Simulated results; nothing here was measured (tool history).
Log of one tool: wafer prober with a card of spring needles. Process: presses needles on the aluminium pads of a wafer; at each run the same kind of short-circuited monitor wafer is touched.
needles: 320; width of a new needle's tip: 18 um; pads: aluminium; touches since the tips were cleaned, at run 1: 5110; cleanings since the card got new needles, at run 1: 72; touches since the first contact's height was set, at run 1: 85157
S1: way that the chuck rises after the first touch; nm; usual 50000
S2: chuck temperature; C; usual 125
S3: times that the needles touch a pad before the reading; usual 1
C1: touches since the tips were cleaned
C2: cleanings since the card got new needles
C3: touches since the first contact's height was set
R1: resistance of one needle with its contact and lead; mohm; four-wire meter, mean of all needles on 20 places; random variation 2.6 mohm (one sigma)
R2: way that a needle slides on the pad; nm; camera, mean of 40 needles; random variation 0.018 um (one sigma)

run 1 day=0 | S1=50000 S2=125 S3=1 | C1=5110 C2=72 C3=85157 | R1=394 R2=7050
-- day=0.162 tips cleaned on abrasive film
-- day=0.762 tips cleaned on abrasive film
run 2 day=1.004 | S1=50000 S2=97 S3=1 | C1=2774 C2=74 C3=96560 | R1=364 R2=7010
-- day=1.4 tips cleaned on abrasive film
-- day=1.958 tips cleaned on abrasive film
run 3 day=2.138 | S1=50000 S2=97 S3=1 | C1=2083 C2=76 C3=109470 | R1=355 R2=7030
-- day=2.617 tips cleaned on abrasive film
run 4 day=3.042 | S1=50000 S2=97 S3=1 | C1=4897 C2=77 C3=119782 | R1=387 R2=7010
-- day=3.221 tips cleaned on abrasive film
-- day=3.862 tips cleaned on abrasive film
run 5 day=4.288 | S1=50000 S2=97 S3=1 | C1=4874 C2=79 C3=133979 | R1=391 R2=6990
-- day=4.479 tips cleaned on abrasive film
run 6 day=5.021 | S1=50000 S2=97 S3=1 | C1=6188 C2=80 C3=142317 | R1=401 R2=6950
-- day=5.121 tips cleaned on abrasive film
-- day=5.762 tips cleaned on abrasive film
run 7 day=5.858 | S1=50000 S2=97 S3=1 | C1=1081 C2=82 C3=151797 | R1=331 R2=6940
-- day=6.121 height of the first contact set anew
-- day=6.392 tips cleaned on abrasive film
run 8 day=6.679 | S1=50000 S2=125 S3=1 | C1=3295 C2=83 C3=6386 | R1=381 R2=6910
-- day=6.983 tips cleaned on abrasive film
-- day=7.575 tips cleaned on abrasive film
run 9 day=7.95 | S1=50000 S2=125 S3=1 | C1=4281 C2=85 C3=20833 | R1=390 R2=6910
-- day=8.142 tips cleaned on abrasive film
-- day=8.729 tips cleaned on abrasive film
run 10 day=9.192 | S1=50000 S2=125 S3=1 | C1=5314 C2=87 C3=34981 | R1=403 R2=6890
-- day=9.304 tips cleaned on abrasive film
-- day=9.862 tips cleaned on abrasive film
run 11 day=10.083 | S1=50000 S2=125 S3=1 | C1=2548 C2=89 C3=45108 | R1=365 R2=6850
-- day=10.5 tips cleaned on abrasive film
run 12 day=10.683 | S1=49000 S2=125 S3=1 | C1=2103 C2=90 C3=51921 | R1=366 R2=6680
-- day=11.121 tips cleaned on abrasive film
run 13 day=11.304 | S1=70000 S2=125 S3=1 | C1=2133 C2=91 C3=59002 | R1=328 R2=9650
-- day=11.679 tips cleaned on abrasive film
run 14 day=11.871 | S1=42000 S2=125 S3=1 | C1=2192 C2=92 C3=65427 | R1=401 R2=5720
-- day=12.092 height of the first contact set anew, once more
-- day=12.292 tips cleaned on abrasive film
-- day=12.879 tips cleaned on abrasive film
run 15 day=13.142 | S1=42000 S2=125 S3=1 | C1=3006 C2=94 C3=11920 | R1=408 R2=5940
-- day=13.471 tips cleaned on abrasive film
run 16 day=13.867 | S1=50000 S2=125 S3=1 | C1=4546 C2=95 C3=20200 | R1=387 R2=7060
-- day=14.075 tips cleaned on abrasive film
-- day=14.696 tips cleaned on abrasive film
run 17 day=15.079 | S1=43000 S2=29 S3=1 | C1=4397 C2=97 C3=33991 | R1=401 R2=6090
-- day=15.267 tips cleaned on abrasive film
run 18 day=15.671 | S1=59000 S2=28 S3=2 | C1=4598 C2=98 C3=40716 | R1=316 R2=8340
-- day=15.821 tips cleaned on abrasive film
run 19 day=16.358 | S1=59000 S2=62 S3=2 | C1=6162 C2=99 C3=48581 | R1=331 R2=8340
-- day=16.433 tips cleaned on abrasive film
-- day=17.021 tips cleaned on abrasive film
run 20 day=17.379 | S1=59000 S2=62 S3=2 | C1=4100 C2=101 C3=60164 | R1=324 R2=8320
-- day=17.633 tips cleaned on abrasive film
-- day=18.212 tips cleaned on abrasive film
run 21 day=18.35 | S1=60000 S2=28 S3=1 | C1=1570 C2=103 C3=71204 | R1=322 R2=8410
-- day=18.8 tips cleaned on abrasive film
run 22 day=19.296 | S1=60000 S2=28 S3=1 | C1=5717 C2=104 C3=81998 | R1=349 R2=8480
-- day=19.375 tips cleaned on abrasive film
-- day=19.95 tips cleaned on abrasive film
run 23 day=19.95 | S1=50000 S2=44 S3=1 | C1=0 C2=106 C3=89371 | R1=298 R2=6990
-- day=20.567 tips cleaned on abrasive film
run 24 day=20.779 | S1=50000 S2=69 S3=1 | C1=2431 C2=107 C3=98849 | R1=351 R2=7010
-- day=21.225 tips cleaned on abrasive film
-- day=21.867 tips cleaned on abrasive film
run 25 day=21.867 | S1=59000 S2=39 S3=2 | C1=11 C2=109 C3=111199 | R1=287 R2=8230
-- day=22.462 tips cleaned on abrasive film
run 26 day=22.988 | S1=43000 S2=72 S3=1 | C1=6004 C2=110 C3=124003 | R1=442 R2=5970
-- day=23.067 tips cleaned on abrasive film
-- day=23.667 tips cleaned on abrasive film
run 27 day=24.196 | S1=55000 S2=125 S3=3 | C1=6078 C2=112 C3=137779 | R1=337 R2=7680
-- day=24.304 tips cleaned on abrasive film
run 28 day=24.762 | S1=55000 S2=86 S3=2 | C1=5239 C2=113 C3=144203 | R1=349 R2=7670
-- day=24.95 tips cleaned on abrasive film
-- day=25.538 tips cleaned on abrasive film
run 29 day=25.538 | S1=47000 S2=58 S3=2 | C1=0 C2=115 C3=153016 | R1=302 R2=6520
-- day=25.738 height of the first contact set anew
-- day=26.15 tips cleaned on abrasive film
run 30 day=26.221 | S1=47000 S2=58 S3=2 | C1=813 C2=116 C3=5484 | R1=313 R2=6690
-- day=26.762 tips cleaned on abrasive film
run 31 day=26.992 | S1=67000 S2=58 S3=1 | C1=2637 C2=117 C3=14260 | R1=324 R2=9490

4 ways to go on from here, each from the tool as it stands after run 31. What would each give?
-- day=27.367 tips cleaned on abrasive film
run A day=27.779 | S1=40000 S2=50 S3=2 | C1=4704 C2=118 C3=23237 | R1=? R2=?
-- day=27.367 tips cleaned on abrasive film
run B day=27.779 | S1=54000 S2=125 S3=1 | C1=4704 C2=118 C3=23237 | R1=? R2=?
-- day=27.367 tips cleaned on abrasive film
run C day=27.779 | S1=42000 S2=58 S3=2 | C1=4704 C2=118 C3=23237 | R1=? R2=?
-- day=27.367 tips cleaned on abrasive film
run D day=27.779 | S1=47000 S2=33 S3=1 | C1=4704 C2=118 C3=23237 | R1=? R2=?

run=A R1=386 R2=5680
run=B R1=379 R2=7690
run=C R1=380 R2=5980
run=D R1=392 R2=6680
Without the tool's hidden state the same runs would have given:
run=A R1=291 R2=5700
run=B R1=301 R2=7720
run=C R1=293 R2=6000
run=D R1=276 R2=6700
